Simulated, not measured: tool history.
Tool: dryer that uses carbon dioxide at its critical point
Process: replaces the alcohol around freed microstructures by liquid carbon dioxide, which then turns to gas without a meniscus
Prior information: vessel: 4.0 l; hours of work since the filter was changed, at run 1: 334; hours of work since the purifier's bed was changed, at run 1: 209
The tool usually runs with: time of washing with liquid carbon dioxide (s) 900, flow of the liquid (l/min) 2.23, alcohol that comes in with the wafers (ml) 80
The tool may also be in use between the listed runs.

run,hour,time of washing with liquid carbon dioxide (s),flow of the liquid (l/min),alcohol that comes in with the wafers (ml),hours of work since the filter was changed,hours of work since the purifier's bed was changed,alcohol left in the vessel before it's heated (ppm by volume)
1,0,900,2.23,80,334,209,123
2,9.7,900,2.23,80,340,215,124
3,20.7,900,2.23,80,347,222,119
4,29.8,900,2.23,80,352,227,123
5,35.2,900,2.23,80,355,230,140
6,42.7,900,2.23,80,360,235,139
7,52.4,900,1.76,80,366,240,260
8,59,900,2.93,80,370,244,95
9,69.8,900,2.93,80,376,251,102
# hour 73.7: inlet filter changed
10,81.5,1140,2.29,33,5,257,92
11,91.9,1140,2.29,33,11,263,96
12,101.1,960,2.94,107,16,269,101
13,112,960,2.94,107,23,275,98

4 ways to go on from here, each from the tool as it stands after run 13. What would each give?
A,119.9,960,2.89,51,27,280,?
B,119.9,1380,2.82,85,27,280,?
C,119.9,900,1.76,108,27,280,?
D,119.9,900,2.23,48,27,280,?

run,alcohol left in the vessel before it's heated (ppm by volume)
A,108
B,100
C,208
D,111
Stripped of hidden state, with their random variation kept, the same runs would have yielded:
run,alcohol left in the vessel before it's heated (ppm by volume)
A,13
B,5
C,99
D,13

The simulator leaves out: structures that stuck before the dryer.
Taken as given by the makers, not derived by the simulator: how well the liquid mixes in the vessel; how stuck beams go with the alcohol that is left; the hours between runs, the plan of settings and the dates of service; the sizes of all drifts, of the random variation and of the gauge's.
